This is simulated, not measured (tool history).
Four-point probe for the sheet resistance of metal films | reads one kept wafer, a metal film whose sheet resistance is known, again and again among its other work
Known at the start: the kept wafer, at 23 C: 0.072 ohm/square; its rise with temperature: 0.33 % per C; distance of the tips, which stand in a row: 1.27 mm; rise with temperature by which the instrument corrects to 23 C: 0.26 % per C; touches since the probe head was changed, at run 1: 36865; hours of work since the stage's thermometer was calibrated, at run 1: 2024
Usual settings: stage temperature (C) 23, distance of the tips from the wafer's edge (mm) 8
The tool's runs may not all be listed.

run	hour	stage temperature (C)	distance of the tips from the wafer's edge (mm)	touches since the probe head was changed	hours of work since the stage's thermometer was calibrated	sheet resistance as the instrument gives it (ohm/square)
1	0	23	8	36865	2024	0.073021
2	32.1	23	3	37625	2041	0.078388
3	88	20	8	38945	2070	0.072913
4	151.3	20	8	40443	2103	0.07293
5	192.3	23	8	41413	2125	0.073092
6	262.3	23	8	43069	2161	0.073125
7	317.2	23	8	44367	2190	0.073136
8	371.9	18	8	45662	2218	0.072878
9	434.5	18	8	47143	2251	0.072903
10	495.9	29	8	48594	2283	0.073454
11	551	29	8	49897	2312	0.073495
12	618.3	29	8	51489	2347	0.073447
13	672.9	29	8	52779	2376	0.073483
14	731.7	29	8	54172	2406	0.0735
15	784.7	29	8	55425	2434	0.073491
# hour 789.2: stage's thermometer calibrated
16	837.9	29	8	56671	25	0.073619
17	876.3	29	8	57581	46	0.073622
18	913.4	23	8	58456	65	0.073367
19	946.6	23	8	59242	82	0.073359
20	977.4	23	8	59972	98	0.073369
21	1022.8	27	11	61045	122	0.073083
# hour 1059.2: stage's thermometer calibrated, once more
22	1063.9	27	11	62006	2	0.07275
23	1113.4	19	3	63175	28	0.078135
24	1147.8	29	9	63990	46	0.07309
25	1201.1	28	58	65251	74	0.072301
26	1253.4	31	25	66487	101	0.072582
27	1313	31	14	67897	133	0.072798
28	1371.5	20	5	69280	163	0.074376
29	1409.9	22	56	70188	183	0.072086
30	1439.5	18	26	70889	199	0.071967
31	1490.4	30	6	72094	225	0.074144
32	1529.4	30	6	73016	246	0.074181
33	1565.3	30	6	73866	264	0.07418

The next listed run, before its measurement:
34	1607.6	23	9	74865	286	?

{"run 34": {"sheet resistance as the instrument gives it (ohm/square)": 0.072928}}
Without the tool's hidden state the same run would have given sheet resistance as the instrument gives it (ohm/square) 0.072786.
